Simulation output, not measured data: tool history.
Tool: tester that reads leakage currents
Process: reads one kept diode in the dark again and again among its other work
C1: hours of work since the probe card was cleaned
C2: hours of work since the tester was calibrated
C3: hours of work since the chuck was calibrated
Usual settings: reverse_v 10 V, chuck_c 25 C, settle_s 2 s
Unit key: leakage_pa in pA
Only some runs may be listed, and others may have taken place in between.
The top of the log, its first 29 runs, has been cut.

run 30 day=59.238 | reverse_v=1.6 chuck_c=38 settle_s=0.33 | C1=1390 C2=1659 C3=303 | leakage_pa=127.48
run 31 day=60.912 | reverse_v=1.6 chuck_c=50 settle_s=0.33 | C1=1413 C2=1682 C3=326 | leakage_pa=312.79
run 32 day=63.629 | reverse_v=1.6 chuck_c=50 settle_s=0.33 | C1=1451 C2=1720 C3=364 | leakage_pa=313.7
run 33 day=66.567 | reverse_v=1.6 chuck_c=50 settle_s=0.33 | C1=1491 C2=1760 C3=405 | leakage_pa=313.54
run 34 day=68.304 | reverse_v=2.6 chuck_c=50 settle_s=3.7 | C1=1515 C2=1784 C3=429 | leakage_pa=408.52
run 35 day=70.667 | reverse_v=4.2 chuck_c=50 settle_s=5.03 | C1=1548 C2=1817 C3=461 | leakage_pa=530.34
run 36 day=71.971 | reverse_v=1.7 chuck_c=35 settle_s=8.27 | C1=1566 C2=1835 C3=479 | leakage_pa=104.01
run 37 day=73.371 | reverse_v=1.7 chuck_c=35 settle_s=8.27 | C1=1585 C2=1854 C3=499 | leakage_pa=103.25
run 38 day=75.362 | reverse_v=10 chuck_c=29 settle_s=6.94 | C1=1613 C2=1882 C3=526 | leakage_pa=166
run 39 day=77.6 | reverse_v=10 chuck_c=29 settle_s=6.94 | C1=1644 C2=1913 C3=557 | leakage_pa=165.48

5 ways to go on from here, each from the tool as it stands after run 39. What would each give?
run A day=79.442 | reverse_v=7.7 chuck_c=37 settle_s=1.74 | C1=1669 C2=1938 C3=583 | leakage_pa=?
run B day=79.442 | reverse_v=10 chuck_c=49 settle_s=2 | C1=1669 C2=1938 C3=583 | leakage_pa=?
run C day=79.442 | reverse_v=2.2 chuck_c=28 settle_s=2 | C1=1669 C2=1938 C3=583 | leakage_pa=?
run D day=79.442 | reverse_v=10 chuck_c=45 settle_s=6.94 | C1=1669 C2=1938 C3=583 | leakage_pa=?
run E day=79.442 | reverse_v=10 chuck_c=29 settle_s=0.83 | C1=1669 C2=1938 C3=583 | leakage_pa=?

run=A leakage_pa=276.24
run=B leakage_pa=795.51
run=C leakage_pa=66.99
run=D leakage_pa=585.14
run=E leakage_pa=168.85
Stripped of hidden state, with their random variation kept, the same runs would have yielded:
run=A leakage_pa=276.55
run=B leakage_pa=796.35
run=C leakage_pa=67.07
run=D leakage_pa=585.77
run=E leakage_pa=169.04

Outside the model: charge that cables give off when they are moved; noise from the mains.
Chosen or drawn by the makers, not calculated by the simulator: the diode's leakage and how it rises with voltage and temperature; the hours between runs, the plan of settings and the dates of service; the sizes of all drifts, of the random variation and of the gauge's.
